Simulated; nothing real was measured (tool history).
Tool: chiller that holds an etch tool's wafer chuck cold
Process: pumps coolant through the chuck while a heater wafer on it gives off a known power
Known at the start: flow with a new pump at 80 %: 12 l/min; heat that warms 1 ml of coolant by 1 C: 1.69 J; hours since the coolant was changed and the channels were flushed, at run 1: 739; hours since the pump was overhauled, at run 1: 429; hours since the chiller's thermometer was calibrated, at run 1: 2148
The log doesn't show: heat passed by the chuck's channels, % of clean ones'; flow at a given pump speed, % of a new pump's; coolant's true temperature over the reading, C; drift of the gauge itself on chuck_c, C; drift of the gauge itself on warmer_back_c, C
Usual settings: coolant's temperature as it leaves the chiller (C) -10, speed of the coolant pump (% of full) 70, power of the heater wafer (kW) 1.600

run	hour	coolant's temperature as it leaves the chiller (C)	speed of the coolant pump (% of full)	power of the heater wafer (kW)	hours since the coolant was changed and the channels were flushed	hours since the pump was overhauled	hours since the chiller's thermometer was calibrated	chuck's temperature once it has settled (C)	how much warmer the coolant comes back (C)
1	0.0	-10	70	1.600	739	429	2148	12.3	5.48
2	106.3	-10	70	1.600	845	535	2254	12.6	5.44
3	210.9	-10	70	1.600	949	639	2359	12.8	5.47
4	268.3	-10	70	1.600	1007	697	2416	12.8	5.54
5	340.5	-10	70	1.600	1079	769	2488	12.7	5.49
6	427.4	-10	83	1.600	1166	856	2575	10.0	4.54
7	506.4	-10	83	1.600	1245	935	2654	10.0	4.51
8	555.5	-10	83	1.600	1294	984	2703	10.4	4.56
9	608.6	-10	83	1.600	1347	1037	2756	10.2	4.58
10	682.3	-10	83	1.600	1421	1111	2830	10.2	4.62
11	785.9	-10	70	1.600	1524	1215	2934	13.3	5.55
12	876.1	-10	70	1.600	1615	1305	3024	13.4	5.56
13	988.8	-10	70	1.600	1727	1417	3136	13.6	5.59
14	1103.5	-10	70	1.600	1842	1532	3251	13.6	5.58
15	1161.4	-10	70	1.562	1900	1590	3309	13.1	5.43
16	1236.0	-10	70	1.562	1975	1665	3384	13.5	5.51
# hour 1291.0: chiller's thermometer calibrated
17	1312.2	-10	70	1.562	2050	1740	21	13.0	5.48
18	1362.4	-10	70	1.924	2100	1790	71	18.1	6.78
19	1443.2	0	69	1.600	2181	1871	152	23.7	5.71
20	1545.6	-7	89	2.251	2283	1973	255	20.5	6.15
21	1598.2	-7	86	1.233	2336	2026	307	8.7	3.46
22	1694.8	-7	86	1.233	2432	2122	404	8.4	3.54
23	1755.3	-10	70	1.178	2493	2183	464	7.6	4.18
24	1832.1	-6	70	1.784	2570	2260	541	21.0	6.32
25	1932.3	-6	70	1.588	2670	2360	641	18.2	5.64
26	2041.7	0	70	1.588	2779	2469	751	24.3	5.64
27	2100.6	0	70	1.745	2838	2528	810	26.5	6.27
28	2160.5	0	70	1.745	2898	2588	869	26.8	6.19
29	2239.1	-9	70	1.600	2977	2667	948	15.6	5.72
30	2287.4	-14	66	1.324	3025	2715	996	7.3	5.08
31	2362.5	-14	66	1.324	3100	2790	1072	7.6	5.09
32	2451.4	-14	66	1.324	3189	2879	1160	7.6	5.09

Forecast each of these 3 alternatives for the next run:
A	2561.9	-10	70	0.913	3299	2990	1271	?	?
B	2561.9	-12	66	1.324	3299	2990	1271	?	?
C	2561.9	-19	88	2.010	3299	2990	1271	?	?

run	chuck's temperature once it has settled (C)	how much warmer the coolant comes back (C)
A	4.5	3.34
B	9.8	5.11
C	7.3	5.70
Without the tool's hidden state the same runs would have given:
run	chuck's temperature once it has settled (C)	how much warmer the coolant comes back (C)
A	2.2	3.16
B	6.6	4.83
C	3.4	5.39

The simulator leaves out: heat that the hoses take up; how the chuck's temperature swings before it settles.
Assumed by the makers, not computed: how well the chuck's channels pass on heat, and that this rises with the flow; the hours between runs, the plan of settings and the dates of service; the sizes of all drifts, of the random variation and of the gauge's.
